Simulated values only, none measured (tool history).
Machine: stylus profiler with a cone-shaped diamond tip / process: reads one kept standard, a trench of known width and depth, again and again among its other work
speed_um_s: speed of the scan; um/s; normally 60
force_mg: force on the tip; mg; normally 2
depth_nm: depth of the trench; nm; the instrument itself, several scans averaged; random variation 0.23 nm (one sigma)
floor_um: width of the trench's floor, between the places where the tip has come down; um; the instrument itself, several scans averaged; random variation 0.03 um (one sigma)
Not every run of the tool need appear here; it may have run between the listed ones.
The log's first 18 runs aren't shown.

| run | hour | speed_um_s | force_mg | depth_nm | floor_um |
|---|---|---|---|---|---|
| 19 | 699.7 | 25 | 5.8 | 1026.6 | 95.93 |
| 20 | 727 | 151 | 0.67 | 1005.92 | 95.39 |
| 21 | 757 | 21 | 1.76 | 1011.88 | 95.87 |
| 22 | 800.6 | 70 | 2.01 | 1013.28 | 95.85 |
| 23 | 835.1 | 60 | 1.55 | 1010.95 | 95.83 |
| 24 | 887.3 | 38 | 1.55 | 1010.38 | 95.95 |
| 25 | 937.2 | 22 | 0.75 | 1006.6 | 95.9 |
| 26 | 986.3 | 62 | 2.38 | 1014.93 | 95.89 |
| 27 | 1026.5 | 62 | 2.38 | 1014.71 | 95.86 |
| 28 | 1068.8 | 25 | 1.51 | 1011.11 | 95.94 |
| 29 | 1095.1 | 25 | 1.51 | 1010.47 | 95.89 |
| 30 | 1125.3 | 25 | 1.51 | 1010.7 | 95.86 |
| 31 | 1146.8 | 25 | 1.51 | 1010.87 | 95.93 |
| 32 | 1188.4 | 25 | 1.51 | 1010.64 | 95.95 |
| 33 | 1226.6 | 25 | 1.51 | 1010.88 | 95.98 |
| 34 | 1274.9 | 182 | 1.45 | 1010.62 | 95.47 |
| 35 | 1312.7 | 21 | 3.07 | 1017.51 | 95.93 |
| 36 | 1340.5 | 22 | 5.68 | 1026.42 | 95.98 |

5 options for the next run, each taken on its own from the tool as it stands now. Forecast them:
| A | 1377.1 | 27 | 2.55 | ? | ? |
| B | 1377.1 | 15 | 0.68 | ? | ? |
| C | 1377.1 | 113 | 2 | ? | ? |
| D | 1377.1 | 53 | 2 | ? | ? |
| E | 1377.1 | 22 | 1.56 | ? | ? |

| run | depth_nm | floor_um |
|---|---|---|
| A | 1015.44 | 95.95 |
| B | 1006.59 | 95.93 |
| C | 1013.16 | 95.75 |
| D | 1012.86 | 95.88 |
| E | 1010.96 | 95.92 |
Without the tool's unlogged condition, the same runs would have read:
| run | depth_nm | floor_um |
|---|---|---|
| A | 1015.4 | 95.96 |
| B | 1006.56 | 95.93 |
| C | 1013.13 | 95.76 |
| D | 1012.82 | 95.88 |
| E | 1010.92 | 95.93 |

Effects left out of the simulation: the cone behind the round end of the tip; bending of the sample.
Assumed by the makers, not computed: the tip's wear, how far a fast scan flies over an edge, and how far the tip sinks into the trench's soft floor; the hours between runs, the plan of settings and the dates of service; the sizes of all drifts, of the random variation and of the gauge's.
